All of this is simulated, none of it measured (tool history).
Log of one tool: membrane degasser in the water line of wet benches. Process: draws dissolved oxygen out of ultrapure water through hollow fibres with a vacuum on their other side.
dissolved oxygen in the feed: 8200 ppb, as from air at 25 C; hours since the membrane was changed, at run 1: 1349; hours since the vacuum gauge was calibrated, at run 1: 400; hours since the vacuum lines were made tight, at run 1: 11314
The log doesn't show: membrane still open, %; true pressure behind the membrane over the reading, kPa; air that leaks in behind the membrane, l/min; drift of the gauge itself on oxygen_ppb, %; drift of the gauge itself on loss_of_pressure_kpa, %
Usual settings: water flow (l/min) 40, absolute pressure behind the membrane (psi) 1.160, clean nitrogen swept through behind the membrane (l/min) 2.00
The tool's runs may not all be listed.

run   hour  water flow (l/min)  absolute pressure behind the membrane (psi)  clean nitrogen swept through behind the membrane (l/min)  hours since the membrane was changed  hours since the vacuum gauge was calibrated  hours since the vacuum lines were made tight  dissolved oxygen in the water behind the degasser (ppb)  pressure that the water loses in the fibres (psi)
  1    0.0                  40                                        1.160                                                      2.00                                  1349                                          400                                         11314                                                    211.3                                              4.762
  2   32.5                  40                                        1.160                                                      2.00                                  1382                                          432                                         11347                                                    211.2                                              4.766
  3   76.7                  40                                        1.160                                                      2.00                                  1426                                          476                                         11391                                                    210.3                                              4.757
  4   98.6                  40                                        1.160                                                      2.00                                  1448                                          498                                         11413                                                    209.9                                              4.756
  5  139.5                  40                                        1.160                                                      2.00                                  1489                                          539                                         11454                                                    210.6                                              4.789
  6  159.9                  35                                        1.160                                                      2.00                                  1509                                          560                                         11474                                                    186.8                                              4.205
  7  204.4                  35                                        1.160                                                      2.00                                  1554                                          604                                         11519                                                    186.9                                              4.157
  8  246.7                  40                                        1.160                                                      2.00                                  1596                                          646                                         11561                                                    211.7                                              4.804
  9  278.8                  40                                        1.160                                                      2.00                                  1628                                          679                                         11593                                                    212.0                                              4.801
 10  327.9                  40                                        1.160                                                      2.00                                  1677                                          728                                         11642                                                    211.2                                              4.744
 11  354.0                  55                                        1.160                                                      2.00                                  1703                                          754                                         11668                                                    281.0                                              6.515
 12  378.9                  55                                        1.160                                                      2.00                                  1728                                          779                                         11693                                                    282.2                                              6.546
 13  426.5                  55                                        1.160                                                      2.00                                  1776                                          826                                         11741                                                    282.7                                              6.605
 14  475.7                  40                                        1.136                                                      2.00                                  1825                                          875                                         11790                                                    204.6                                              4.778
 15  498.6                  28                                        1.160                                                      2.22                                  1848                                          898                                         11813                                                    140.0                                              3.378
 16  541.7                  38                                        1.648                                                      2.00                                  1891                                          941                                         11856                                                    338.2                                              4.518
 17  573.9                  39                                        2.265                                                      2.00                                  1923                                          974                                         11888                                                    515.1                                              4.691
 18  611.7                  47                                        1.160                                                      2.00                                  1961                                         1011                                         11926                                                    246.0                                              5.658
 19  653.8                  60                                        1.624                                                      2.47                                  2003                                         1053                                         11968                                                    415.7                                              7.187
 20  676.9                  40                                        2.550                                                      1.61                                  2026                                         1077                                         11991                                                    718.6                                              4.796
 21  698.0                  40                                        2.550                                                      1.61                                  2047                                         1098                                         12012                                                    721.5                                              4.775
 22  744.9                  40                                        1.327                                                      2.61                                  2094                                         1145                                         12059                                                    206.8                                              4.782
 23  772.2                  40                                        1.327                                                      2.61                                  2122                                         1172                                         12086                                                    207.0                                              4.789
 24  812.8                  29                                        2.093                                                      3.27                                  2162                                         1212                                         12127                                                    232.7                                              3.461
 25  856.6                  29                                        2.093                                                      3.27                                  2206                                         1256                                         12171                                                    233.0                                              3.411
 26  879.1                  54                                        0.846                                                      2.00                                  2229                                         1279                                         12193                                                    158.8                                              6.495
 27  910.6                  40                                        1.185                                                      2.00                                  2260                                         1310                                         12225                                                    220.3                                              4.836
 28  934.6                  40                                        1.185                                                      1.60                                  2284                                         1334                                         12249                                                    264.9                                              4.809

Forecast each of these 5 alternatives for the next run:
  A  963.1                  46                                        1.350                                                      0.81                                  2313                                         1363                                         12277                                                        ?                                                  ?
  B  963.1                  40                                        1.160                                                      2.33                                  2313                                         1363                                         12277                                                        ?                                                  ?
  C  963.1                  37                                        0.714                                                      1.60                                  2313                                         1363                                         12277                                                        ?                                                  ?
  D  963.1                  40                                        2.219                                                      1.03                                  2313                                         1363                                         12277                                                        ?                                                  ?
  E  963.1                  27                                        0.824                                                      0.92                                  2313                                         1363                                         12277                                                        ?                                                  ?

run  dissolved oxygen in the water behind the degasser (ppb)  pressure that the water loses in the fibres (psi)
  A                                                    608.8                                              5.488
  B                                                    185.7                                              4.799
  C                                                     88.3                                              4.421
  D                                                    865.6                                              4.795
  E                                                    152.9                                              3.226
Without the tool's hidden state the same runs would have given:
run  dissolved oxygen in the water behind the degasser (ppb)  pressure that the water loses in the fibres (psi)
  A                                                    608.9                                              5.445
  B                                                    185.0                                              4.762
  C                                                     87.9                                              4.386
  D                                                    864.7                                              4.757
  E                                                    152.4                                              3.200
